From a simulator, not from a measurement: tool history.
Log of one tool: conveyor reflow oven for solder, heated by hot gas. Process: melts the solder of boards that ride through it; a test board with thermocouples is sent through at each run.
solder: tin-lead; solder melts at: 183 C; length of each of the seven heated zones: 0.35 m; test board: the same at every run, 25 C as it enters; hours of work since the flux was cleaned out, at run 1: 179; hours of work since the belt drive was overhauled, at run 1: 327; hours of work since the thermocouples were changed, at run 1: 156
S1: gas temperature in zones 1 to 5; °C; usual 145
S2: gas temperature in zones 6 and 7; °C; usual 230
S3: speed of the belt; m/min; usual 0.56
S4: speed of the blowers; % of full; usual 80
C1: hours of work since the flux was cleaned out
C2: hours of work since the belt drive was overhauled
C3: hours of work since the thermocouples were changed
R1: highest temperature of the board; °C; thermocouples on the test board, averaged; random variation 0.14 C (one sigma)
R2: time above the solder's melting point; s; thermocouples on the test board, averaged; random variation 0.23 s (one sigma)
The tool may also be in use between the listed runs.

run,hour,S1,S2,S3,S4,C1,C2,C3,R1,R2
1,0,145,230,0.56,80,179,327,156,214.8,57.4
2,25.3,145,244,0.56,80,191,339,169,226.3,65.1
# hour 32.4: flux residue cleaned out of gas plates and filters
3,45.4,145,230,0.56,51,6,347,176,204.6,44.2
4,69.3,145,230,0.56,80,18,358,187,215.4,58.1
5,95.6,145,230,0.56,80,31,371,200,215.6,58.3
6,128.4,145,230,0.56,80,46,387,216,215.3,57.8
7,158.8,145,230,0.56,80,61,402,231,215.2,58
8,172.5,145,230,0.56,80,68,408,237,215.1,57.9
9,198.8,145,230,0.56,73,80,421,250,213.3,55.7
10,219.5,145,230,0.56,73,90,431,260,213.1,55.7
11,248.2,145,230,0.56,80,104,445,274,215.1,57.8
12,276.4,145,230,0.56,80,118,458,288,214.9,57.9
13,305.4,153,230,0.56,80,132,472,302,216.3,62.5
14,322.2,153,230,0.56,80,140,481,310,216.4,62.4
15,342.9,145,230,0.56,80,150,491,320,214.5,57.5
16,362.8,145,230,0.56,80,160,500,329,214.7,57.6
17,396,145,230,0.56,80,176,516,346,214.4,57.5
18,421.7,142,230,0.614,82,188,529,358,211.4,48.7
# hour 436: flux residue cleaned out of gas plates and filters
19,448.5,142,230,0.614,82,6,539,369,213,49.9
20,479.9,145,231,0.517,80,21,554,384,218.4,66.6
21,494.2,140,230,0.56,75,28,561,391,213.4,54.8
22,522.9,146,230,0.54,75,42,575,405,215.1,60.8
23,552,146,230,0.54,75,56,589,419,215.1,60.5
24,571.8,146,230,0.54,75,66,599,428,215.2,60.8
25,598.4,146,230,0.54,75,79,612,441,214.8,60.9
26,624.7,146,230,0.54,75,91,625,454,215,60.5
27,648.2,146,230,0.54,75,103,636,465,215.1,60.1
28,667.1,146,230,0.54,75,112,645,474,214.8,60.3
29,695.6,146,230,0.54,75,126,659,488,214.5,60.3
30,711.1,148,243,0.54,75,133,666,496,226,69.4

The same runs without the tool's hidden state, with the same run-to-run variation:
The hidden state here: heat that the gas passes to the board, % of a clean oven's; belt's true speed, % of the reading; true gas temperature in zones 6 and 7 over the reading, C; drift of the gauge itself on peak_c, C; drift of the gauge itself on liquid_s, %.
run,R1,R2
1,215.9,57.8
2,227.6,65.2
3,204.4,43.4
4,215.5,57.5
5,215.8,57.7
6,215.5,57.3
7,215.6,57.7
8,215.5,57.5
9,213.7,55.4
10,213.6,55.4
11,215.8,57.7
12,215.7,57.7
13,217.1,62.2
14,217.2,62.2
15,215.4,57.6
16,215.7,57.7
17,215.5,57.7
18,212.7,49.2
19,213,49
20,218.6,65.6
21,213.5,53.9
22,215.4,59.9
23,215.5,59.7
24,215.6,60.1
25,215.3,60.2
26,215.6,59.9
27,215.7,59.5
28,215.5,59.7
29,215.3,59.7
30,226.9,68.5

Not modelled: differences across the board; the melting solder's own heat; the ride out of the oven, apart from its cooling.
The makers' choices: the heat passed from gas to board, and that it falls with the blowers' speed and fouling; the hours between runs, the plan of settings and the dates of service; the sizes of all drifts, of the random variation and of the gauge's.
